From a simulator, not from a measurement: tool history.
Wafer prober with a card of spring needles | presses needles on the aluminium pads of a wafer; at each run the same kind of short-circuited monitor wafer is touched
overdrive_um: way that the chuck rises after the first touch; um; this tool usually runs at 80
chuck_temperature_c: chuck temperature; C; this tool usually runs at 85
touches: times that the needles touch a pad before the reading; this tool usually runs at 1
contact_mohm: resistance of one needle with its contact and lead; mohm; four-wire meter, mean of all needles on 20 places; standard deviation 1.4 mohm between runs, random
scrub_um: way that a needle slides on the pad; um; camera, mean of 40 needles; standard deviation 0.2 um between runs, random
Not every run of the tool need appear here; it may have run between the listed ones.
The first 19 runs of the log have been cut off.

At day 7.617: tips cleaned on abrasive film.
Run 20, day 7.846: usual settings but chuck_temperature_c 32 C. Result: contact_mohm 120 mohm, scrub_um 22.64 um.
At day 7.983: tips cleaned on abrasive film.
Run 21, day 8.225: usual settings but chuck_temperature_c 32 C. Result: contact_mohm 117 mohm, scrub_um 22.19 um.
At day 8.350: tips cleaned on abrasive film.
Run 22, day 8.671: usual settings but chuck_temperature_c 32 C. Result: contact_mohm 121 mohm, scrub_um 22.19 um.
At day 8.742: tips cleaned on abrasive film.
Run 23, day 9.004: usual settings but overdrive_um 97 um, chuck_temperature_c 26 C, touches 2. Result: contact_mohm 115 mohm, scrub_um 26.87 um.
At day 9.104: tips cleaned on abrasive film.
Run 24, day 9.250: usual settings but overdrive_um 97 um, chuck_temperature_c 26 C, touches 2. Result: contact_mohm 116 mohm, scrub_um 26.75 um.
At day 9.479: tips cleaned on abrasive film.
Run 25, day 9.588: usual settings but overdrive_um 97 um, chuck_temperature_c 26 C, touches 2. Result: contact_mohm 115 mohm, scrub_um 26.98 um.
At day 9.842: tips cleaned on abrasive film.
Run 26, day 9.992: usual settings but overdrive_um 97 um, chuck_temperature_c 26 C, touches 2. Result: contact_mohm 117 mohm, scrub_um 26.94 um.
At day 10.242: tips cleaned on abrasive film.
Run 27, day 10.250: usual settings but chuck_temperature_c 121 C. Result: contact_mohm 130 mohm, scrub_um 22.03 um.
Run 28, day 10.504: usual settings but overdrive_um 75 um, chuck_temperature_c 64 C, touches 2. Result: contact_mohm 125 mohm, scrub_um 20.60 um.
At day 10.642: tips cleaned on abrasive film.
At day 11.012: tips cleaned on abrasive film.
Run 29, day 11.100: usual settings but overdrive_um 75 um, chuck_temperature_c 64 C, touches 2. Result: contact_mohm 126 mohm, scrub_um 20.81 um.
At day 11.400: tips cleaned on abrasive film.
Run 30, day 11.604: usual settings but overdrive_um 75 um, chuck_temperature_c 64 C, touches 2. Result: contact_mohm 124 mohm, scrub_um 20.72 um.
At day 11.788: tips cleaned on abrasive film.
Run 31, day 11.950: usual settings but overdrive_um 91 um, chuck_temperature_c 54 C, touches 2. Result: contact_mohm 120 mohm, scrub_um 25.47 um.

Consider 4 possible next runs. They are alternatives, not a sequence: every one starts from the tool as it was left by run 31. What does each give?
At day 12.162: tips cleaned on abrasive film.
Run A, day 12.421: usual settings but overdrive_um 74 um, chuck_temperature_c 95 C, touches 2. Result: contact_mohm ?, scrub_um ?.
At day 12.162: tips cleaned on abrasive film.
Run B, day 12.421: usual settings but touches 2. Result: contact_mohm ?, scrub_um ?.
At day 12.162: tips cleaned on abrasive film.
Run C, day 12.421: usual settings but overdrive_um 77 um, chuck_temperature_c 29 C. Result: contact_mohm ?, scrub_um ?.
At day 12.162: tips cleaned on abrasive film.
Run D, day 12.421: usual settings but overdrive_um 71 um, touches 2. Result: contact_mohm ?, scrub_um ?.

run  contact_mohm  scrub_um
  A           129     20.58
  B           124     22.51
  C           121     21.26
  D           126     19.92
Had the tool no hidden state, the same runs would have come out as:
run  contact_mohm  scrub_um
  A           128     20.60
  B           124     22.53
  C           120     21.28
  D           126     19.94

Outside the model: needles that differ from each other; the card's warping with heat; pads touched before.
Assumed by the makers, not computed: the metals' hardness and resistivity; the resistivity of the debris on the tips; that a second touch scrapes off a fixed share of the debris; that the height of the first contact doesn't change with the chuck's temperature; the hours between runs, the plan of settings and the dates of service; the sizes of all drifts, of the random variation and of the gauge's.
